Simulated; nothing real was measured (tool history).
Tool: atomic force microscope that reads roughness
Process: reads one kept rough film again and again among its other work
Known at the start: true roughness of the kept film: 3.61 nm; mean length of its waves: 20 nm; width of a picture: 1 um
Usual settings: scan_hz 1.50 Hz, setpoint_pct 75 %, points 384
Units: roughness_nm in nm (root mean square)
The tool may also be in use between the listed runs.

run	day	scan_hz	setpoint_pct	points	roughness_nm
1	0.000	1.50	75	384	2.203
2	0.467	1.50	75	384	2.134
3	0.942	3.78	75	384	1.870
4	1.700	3.78	75	384	1.809
5	2.083	3.78	75	384	1.752
6	2.750	3.78	75	384	1.688
7	3.183	3.78	75	819	1.677
8	3.579	3.78	75	819	2.504
9	4.246	3.78	75	819	2.379
10	4.917	1.50	75	384	2.488
11	5.304	1.50	75	384	2.406
12	6.075	1.50	75	359	2.280
13	6.588	1.50	75	384	2.214
14	7.225	1.50	82	384	2.073
15	7.942	1.50	82	384	1.966
16	8.271	1.50	56	384	2.092
17	8.771	1.50	56	384	2.021
18	9.542	1.50	75	384	1.858
19	10.100	1.50	80	384	1.752
20	10.488	1.50	79	384	2.685
21	11.050	1.50	75	384	2.624
22	11.804	0.66	75	384	2.565
23	12.254	1.61	75	384	2.392
24	12.908	1.50	75	384	2.288
25	13.671	1.50	75	384	2.190
26	14.292	1.50	75	409	2.133
27	14.979	1.50	58	692	2.141
28	15.575	1.50	58	692	2.054
29	15.988	1.48	63	482	1.968
30	16.496	1.48	63	482	1.930
31	17.312	0.68	62	289	2.878
32	17.658	0.68	62	289	2.763
33	18.142	0.68	62	289	2.691
34	18.483	0.68	62	289	2.637
35	18.975	1.31	62	775	2.546
36	19.667	1.31	62	775	2.419
37	20.012	1.85	57	511	2.362
38	20.708	1.50	83	384	2.065
39	21.196	1.50	73	776	2.114
40	21.992	1.50	73	776	2.011
41	22.788	1.61	77	526	1.865
42	23.171	1.50	85	384	1.774
43	23.742	1.50	85	384	1.712
44	24.283	1.50	85	384	2.640
45	25.012	1.50	85	384	2.493
46	25.400	0.99	71	671	2.667
47	25.783	0.99	71	671	2.582
48	26.450	0.99	75	1008	2.443
49	26.867	0.99	75	1008	2.356
50	27.342	2.77	88	624	1.902
51	28.138	2.77	88	624	1.824
52	28.817	2.77	88	624	1.746

Not shown: 4 entries that the log had between the listed runs. Between which runs, and how does the tool's hidden state differ before and after?
Between runs 7 and 8: new tip fitted (day 3.321)
  radius of the tip, nm: 23 -> 5.9; height scale over the true one, %: 0.17 -> 0.18
  measured less the result without the state, roughness_nm: -0.910 -> -0.061 nm (root mean square)
Between runs 19 and 20: new tip fitted (day 10.267)
  radius of the tip, nm: 23.9 -> 5.9
  measured less the result without the state, roughness_nm: -0.997 -> -0.064 nm (root mean square)
Between runs 30 and 31: new tip fitted (day 17.154)
  radius of the tip, nm: 22.3 -> 5.8; height scale over the true one, %: 0.32 -> 0.33
  measured less the result without the state, roughness_nm: -1.001 -> -0.058 nm (root mean square)
Between runs 43 and 44: new tip fitted (day 24.050)
  radius of the tip, nm: 24.3 -> 5.8
  measured less the result without the state, roughness_nm: -0.988 -> -0.053 nm (root mean square)
